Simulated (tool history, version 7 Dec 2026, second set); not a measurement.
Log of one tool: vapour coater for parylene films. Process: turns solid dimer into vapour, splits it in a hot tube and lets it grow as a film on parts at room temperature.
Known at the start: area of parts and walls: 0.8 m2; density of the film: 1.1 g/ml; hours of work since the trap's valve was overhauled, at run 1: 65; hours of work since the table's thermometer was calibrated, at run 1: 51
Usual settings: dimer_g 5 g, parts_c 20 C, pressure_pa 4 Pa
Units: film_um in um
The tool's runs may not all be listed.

run,hour,dimer_g,parts_c,pressure_pa,hours of work since the trap's valve was overhauled,hours of work since the table's thermometer was calibrated,film_um
1,0,5,20,4,65,51,3.7
2,8,5,20,2.3,69,55,3.83
3,20.8,5,20,2.3,75,61,3.83
4,29.3,5,20,2.3,79,65,3.84
5,40.4,5,20,8.84,84,70,3.55
6,49.5,4,20,4,88,74,2.98
7,61.9,5,20,4,94,80,3.68
8,78.3,3,20,4,102,88,2.22
9,87.7,3,20,4,106,92,2.23
10,102.4,3,20,4,113,99,2.22
11,115.8,3,20,4,119,105,2.21
12,129.3,3,20,4,125,111,2.2
13,144.5,5,20,4,133,119,3.7
14,159.4,5,20,4,139,125,3.69
15,172.6,5,20,4,146,132,3.68
16,186.7,5,29,4,152,138,2.7
17,204.8,5,20,4,161,147,3.66
18,214.3,5,20,7.88,165,151,3.52
19,231.7,5,20,4,173,159,3.66
20,246.1,5,18,4,180,166,3.93
21,255.6,5,18,4,184,170,3.93
22,265.8,5,18,4,189,175,3.94
23,279.6,5,18,4,196,182,3.93
24,290.7,5,18,4,201,187,3.92
25,302.8,6,20,2.05,206,192,4.56
26,312.5,3,24,5.1,211,197,1.89
27,322,3,24,5.1,215,201,1.87
28,330.1,3,24,5.1,219,205,1.88
29,348.1,3,24,5.1,228,214,1.9
30,365.1,3,18,11.29,235,221,2.21
31,378.4,5,20,3.18,242,228,3.71
32,394,5,20,3.18,249,235,3.72
33,409.3,5,26,2.46,256,242,3.06
34,424.1,5,26,2.46,263,249,3.05
35,436.8,8,14,4.52,269,255,7.12
36,444.4,8,14,4.52,272,258,7.13
37,452.2,8,14,4.52,276,262,7.1
38,463.6,8,14,4.52,281,267,7.1
39,479.8,8,14,4.52,289,275,7.09
40,488,4,12,4.52,293,279,3.81
41,502.5,3,29,4.9,300,286,1.56
42,520.7,9,20,6.63,308,294,6.33
43,531.6,3,14,11.28,313,299,2.5
44,543,6,14,8.29,318,304,5.14
45,552.3,2,31,3.48,323,309,1
46,567.3,9,22,4,330,316,6.11
47,579,5,22,4.25,335,321,3.36

Some steps in film_um between neighbouring runs. How much of each would the tool show without its hidden state too (settings, what came in, random variation), and how much is left for the hidden state, with any gauge scatter that isn't in both results?
The hidden state here: vapour lost through the trap's worn valve, %; true temperature of the parts over the reading, C; drift of the gauge itself on film_um, %.
Run 41 -> 42: dimer_g 3 -> 9, parts_c 29 -> 20, pressure_pa 4.9 -> 6.63. film_um +4.77 um: hidden state -0.14, all else +4.91.
Run 44 -> 45: dimer_g 6 -> 2, parts_c 14 -> 31, pressure_pa 8.29 -> 3.48. film_um -4.14 um: hidden state +0.12, all else -4.26.
Run 45 -> 46: dimer_g 2 -> 9, parts_c 31 -> 22, pressure_pa 3.48 -> 4. film_um +5.11 um: hidden state -0.15, all else +5.26.
